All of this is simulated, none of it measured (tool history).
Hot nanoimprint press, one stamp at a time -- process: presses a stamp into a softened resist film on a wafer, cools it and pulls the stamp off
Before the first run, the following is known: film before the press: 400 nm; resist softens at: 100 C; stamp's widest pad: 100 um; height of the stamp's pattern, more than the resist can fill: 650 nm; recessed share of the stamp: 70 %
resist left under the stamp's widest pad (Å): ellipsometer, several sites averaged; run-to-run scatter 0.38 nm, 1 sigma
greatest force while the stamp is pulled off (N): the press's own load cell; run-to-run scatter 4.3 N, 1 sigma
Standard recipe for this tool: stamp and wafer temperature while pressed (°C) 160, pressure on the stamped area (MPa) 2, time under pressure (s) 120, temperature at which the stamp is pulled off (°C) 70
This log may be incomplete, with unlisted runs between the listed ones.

run	hour	stamp and wafer temperature while pressed (°C)	pressure on the stamped area (MPa)	time under pressure (s)	temperature at which the stamp is pulled off (°C)	resist left under the stamp's widest pad (Å)	greatest force while the stamp is pulled off (N)
1	0	160	2	120	70	1415	230
2	10.2	160	2	120	70	1424	226
3	24.5	160	2	120	70	1423	227
4	35.3	160	2	120	70	1426	237
5	42.9	160	2	91	70	1598	231
6	53.6	160	2	120	70	1434	231
7	60.2	160	2	120	70	1432	234
8	76.1	160	2	120	70	1448	236
9	86.8	160	2	120	70	1447	237
10	97	160	2	120	70	1442	237
11	118.5	160	2	212	70	1136	224
12	126.3	160	2	212	70	1142	230
13	137.8	160	2	212	70	1141	229
14	152.4	149	2	212	70	1742	228
15	165.8	149	2	212	70	1740	229
16	177.7	149	1.55	141	65	2254	244
17	187.2	149	1.55	163	65	2149	243
18	197.5	166	2	131	63	1111	255
19	207	166	2	131	63	1110	255
20	215.2	166	2	131	63	1107	260
21	224.9	158	2	130	70	1504	229
22	232	160	2	180	69	1214	232
23	239	160	2	135	68	1373	240
24	245.3	160	2	135	68	1372	238
25	259.8	159	2.85	95	70	1400	225
26	267.4	171	2	116	70	991	228
27	276.7	170	2	135	69	961	235
28	294.4	170	2	135	77	964	205
29	306.6	155	2	103	65	1860	239

Withheld: 4 entries from between the runs. Position of each, and hidden state at the listed run before versus the listed run after:
Runs 7 to 8: plate thermocouple calibrated (hour 76.1)
  true temperature over the reading, C: 0.04 -> 0; drift of the gauge itself on residual_nm, %: 1.03 -> 1.25
  measured value less the no-hidden-state value, resist left under the stamp's widest pad (Å): +13 -> +18
Runs 10 to 11: stamp cleaned and given a new release coat (hour 104)
  true temperature over the reading, C: 0 -> 0.01; grip of the stamp's worn release coat, % over a new coat's: 0.8 -> 0.1; drift of the gauge itself on residual_nm, %: 1.61 -> 1.87
  measured value less the no-hidden-state value, resist left under the stamp's widest pad (Å): +23 -> +21
Runs 13 to 14: gauge calibrated (hour 148.5)
  grip of the stamp's worn release coat, % over a new coat's: 0.1 -> 0.2; drift of the gauge itself on residual_nm, %: 2.2 -> 0.07
  measured value less the no-hidden-state value, resist left under the stamp's widest pad (Å): +24 -> +1
Runs 27 to 28: stamp cleaned and given a new release coat (hour 293.1)
  grip of the stamp's worn release coat, % over a new coat's: 0.8 -> 0; drift of the gauge itself on residual_nm, %: 2.19 -> 2.39
  measured value less the no-hidden-state value, resist left under the stamp's widest pad (Å): +21 -> +23
